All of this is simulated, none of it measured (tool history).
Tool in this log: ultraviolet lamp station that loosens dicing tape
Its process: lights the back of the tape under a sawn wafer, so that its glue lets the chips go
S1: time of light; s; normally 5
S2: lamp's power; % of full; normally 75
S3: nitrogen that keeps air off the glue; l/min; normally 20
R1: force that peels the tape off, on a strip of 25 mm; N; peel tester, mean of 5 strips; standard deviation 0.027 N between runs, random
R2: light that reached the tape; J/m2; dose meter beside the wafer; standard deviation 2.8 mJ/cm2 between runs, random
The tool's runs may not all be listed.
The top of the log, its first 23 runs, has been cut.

run    hour  S1   S2  S3     R1    R2
      703.4  -- window cleaned of glue's vapour, once more
 24   712.9   8   97  12  0.464  7500
 25   737.3   2   84   6  5.192  1630
 26   766.2   3   71  11  4.059  2000
 27   812.3   6   67  11  1.818  3830
 28   833.6   5   94   7  1.754  4440
 29   875.4   5   94   7  1.836  4410
 30   894.5   5   75  25  1.569  3460
 31   926.4   9   77  15  0.574  6420
 32   965.2   9   77  15  0.583  6310
 33   995.5   9   77  15  0.594  6330
 34  1042.1   2   86  26  4.366  1540
 35  1084.5   5   99  17  1.163  4450
 36  1116.6   5   75   7  2.649  3310
 37  1145.5   9   82  20  0.469  6490
 38  1170.9   2   75  20  5.082  1310
 39  1208.7   2   75  20  5.344  1300
 40  1252.9   6   73  15  1.598  3760
 41  1289.6   5   75  11  2.467  3210
 42  1323.5   5   87  15  1.684  3710
 43  1348.9   9  100  15  0.404  7580

Alternative continuations, all from the tool just after run 43; predict every row:
  A  1386.7   5  71  25   ?   ?
  B  1386.7   9  60  16   ?   ?
  C  1386.7   5  75  11   ?   ?
  D  1386.7   2  63  13   ?   ?

run     R1    R2
  A  2.005  2940
  B  1.146  4560
  C    2.5  3150
  D  6.255  1030
With no hidden state in the tool, these same runs would have given:
run     R1    R2
  A  1.341  3730
  B  0.696  5760
  C  1.745  3990
  D   5.47  1310
